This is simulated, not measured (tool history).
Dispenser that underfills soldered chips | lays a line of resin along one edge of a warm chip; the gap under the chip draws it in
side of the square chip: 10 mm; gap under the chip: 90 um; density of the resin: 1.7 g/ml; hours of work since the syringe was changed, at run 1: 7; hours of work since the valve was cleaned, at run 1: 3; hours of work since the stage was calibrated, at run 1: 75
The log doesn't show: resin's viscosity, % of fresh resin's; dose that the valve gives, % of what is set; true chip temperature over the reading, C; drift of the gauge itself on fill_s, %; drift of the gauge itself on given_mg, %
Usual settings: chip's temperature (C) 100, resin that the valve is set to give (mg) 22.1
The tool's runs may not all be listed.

run,hour,chip's temperature (C),resin that the valve is set to give (mg),hours of work since the syringe was changed,hours of work since the valve was cleaned,hours of work since the stage was calibrated,time until the resin shows at the far edge (s),resin that the valve gave (mg)
1,0,100,22.1,7,3,75,92,22.03
# hour 2.2: new syringe of resin
2,2.9,90,22.1,0,5,76,90.3,21.96
3,7.7,100,25.4,3,8,79,70.6,25.28
4,12.8,100,22.1,7,11,83,87.4,21.96
5,15.4,100,22.1,8,12,84,94,21.87
# hour 16.2: new syringe of resin
6,18.6,100,22.1,1,14,86,67.3,21.87
7,23.9,100,22.1,5,18,89,80.1,21.83
8,27.8,100,22.1,7,20,92,90.1,21.75
# hour 30.4: new syringe of resin
9,32.3,100,22.1,1,23,94,66.6,21.74
10,36.8,100,19.8,4,25,97,80.5,19.41
11,42.2,100,19.8,7,29,100,96.7,19.38
# hour 44.5: new syringe of resin
12,45.3,100,19.8,1,30,102,65.6,19.35
13,47.7,90,19.8,2,32,104,106.3,19.34
14,52.2,100,22.1,5,35,106,79.1,21.55
15,57.8,100,22.1,8,38,110,99.2,21.46
# hour 58.6: new syringe of resin
# hour 62.8: dispensing valve cleaned and set on the balance
16,64.6,100,22.1,3,1,113,73.1,22.13
17,67.3,100,22.1,5,3,115,79.5,22.14
18,70.1,100,22.1,6,5,117,88.2,22.05
19,73.2,99,21.1,8,6,118,101.1,20.95
# hour 73.9: new syringe of resin
20,78.8,93,21.4,3,10,122,93.8,21.26
21,81.9,96,19.1,5,12,124,94.1,19
# hour 87.9: new syringe of resin
22,87.9,99,20,0,15,127,66.3,19.85
23,91.9,99,20,2,18,130,74.1,19.74
24,94.6,103,22.1,4,19,131,69.1,21.88
25,98.6,104,23.6,7,22,134,75.1,23.32
# hour 101.9: new syringe of resin
26,103.1,86,24.7,1,24,136,111.8,24.34
27,106.8,86,24.7,3,27,139,125.3,24.25
28,109.6,86,24.7,5,28,140,139.5,24.26
29,114.7,96,27.4,8,31,144,109.4,26.87
# hour 116.1: new syringe of resin
30,120.7,109,22.8,3,35,147,51.3,22.23
31,123.8,91,20.1,5,37,149,116.8,19.59
32,128.7,108,20.1,8,40,152,72.9,19.65
# hour 130.4: dispensing valve cleaned and set on the balance
# hour 131.1: new syringe of resin
33,134.5,108,20.1,2,2,155,51.9,20.09
34,138.1,115,26.7,4,5,157,44.2,26.62
35,141.7,111,25.1,7,7,159,57.2,24.97

The same runs without the tool's hidden state, with the same run-to-run variation:
run,time until the resin shows at the far edge (s),resin that the valve gave (mg)
1,62.6,22.1
2,91.2,22.05
3,60.3,25.44
4,62.8,22.15
5,61.7,22.08
6,62.9,22.11
7,62.5,22.13
8,61.5,22.07
9,62.1,22.11
10,64.1,19.78
11,64,19.79
12,64,19.79
13,95.5,19.79
14,61.3,22.11
15,63.3,22.07
16,63.2,22.12
17,62.5,22.16
18,62.9,22.09
19,64.9,21.01
20,83.8,21.37
21,75.3,19.13
22,67.7,20.03
23,65.9,19.96
24,56.2,22.14
25,53.3,23.64
26,108.5,24.72
27,107,24.67
28,108.2,24.72
29,70.9,27.44
30,44.7,22.75
31,91.3,20.08
32,48.2,20.18
33,47.6,20.11
34,36,26.68
35,40.9,25.07
